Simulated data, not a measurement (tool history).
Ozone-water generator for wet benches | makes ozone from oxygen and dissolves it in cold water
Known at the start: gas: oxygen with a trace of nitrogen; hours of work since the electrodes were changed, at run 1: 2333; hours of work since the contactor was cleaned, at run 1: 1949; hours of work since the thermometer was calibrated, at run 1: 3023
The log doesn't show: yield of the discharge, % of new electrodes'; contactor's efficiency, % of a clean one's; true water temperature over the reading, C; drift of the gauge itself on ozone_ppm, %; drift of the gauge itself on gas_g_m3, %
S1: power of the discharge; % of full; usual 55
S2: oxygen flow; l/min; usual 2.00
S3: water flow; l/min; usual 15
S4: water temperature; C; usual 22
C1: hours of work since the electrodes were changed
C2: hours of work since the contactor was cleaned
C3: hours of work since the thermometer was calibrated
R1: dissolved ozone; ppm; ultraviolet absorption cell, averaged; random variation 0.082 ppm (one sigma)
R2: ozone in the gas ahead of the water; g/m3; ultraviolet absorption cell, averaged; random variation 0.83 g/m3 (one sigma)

run   hour  S1    S2  S3  S4    C1    C2    C3    R1     R2
  1    0.0  55  2.00  15  22  2333  1949  3023  7.19  131.0
  2  112.4  55  2.00  15  22  2404  2020  3094  7.35  130.8
  3  209.4  55  2.00  15  22  2466  2081  3155  7.25  131.4
  4  308.4  55  2.00  15  22  2528  2144  3218  7.23  131.9
  5  425.2  55  2.00  15  22  2602  2218  3292  7.32  131.2
  6  511.1  55  2.00  15  22  2656  2272  3346  7.11  130.8
  7  560.4  55  1.56  17  22  2688  2303  3377  6.11  149.3
  8  679.9  55  1.56  17  22  2763  2379  3453  6.09  149.0
  9  769.4  55  1.56  17  22  2820  2435  3509  6.10  147.3
 10  850.6  55  1.56  17  22  2871  2487  3561  6.07  148.5

Forecast each of these 3 alternatives for the next run:
  A  947.7  55  1.56  17  18  2932  2548  3622   ?   ?
  B  947.7  55  1.56  12  22  2932  2548  3622   ?   ?
  C  947.7  55  1.56  19  22  2932  2548  3622   ?   ?

run    R1     R2
  A  6.26  148.6
  B  8.49  148.6
  C  5.37  149.4
Without the tool's hidden state the same runs would have given:
run    R1     R2
  A  6.26  148.8
  B  8.50  148.8
  C  5.38  149.6
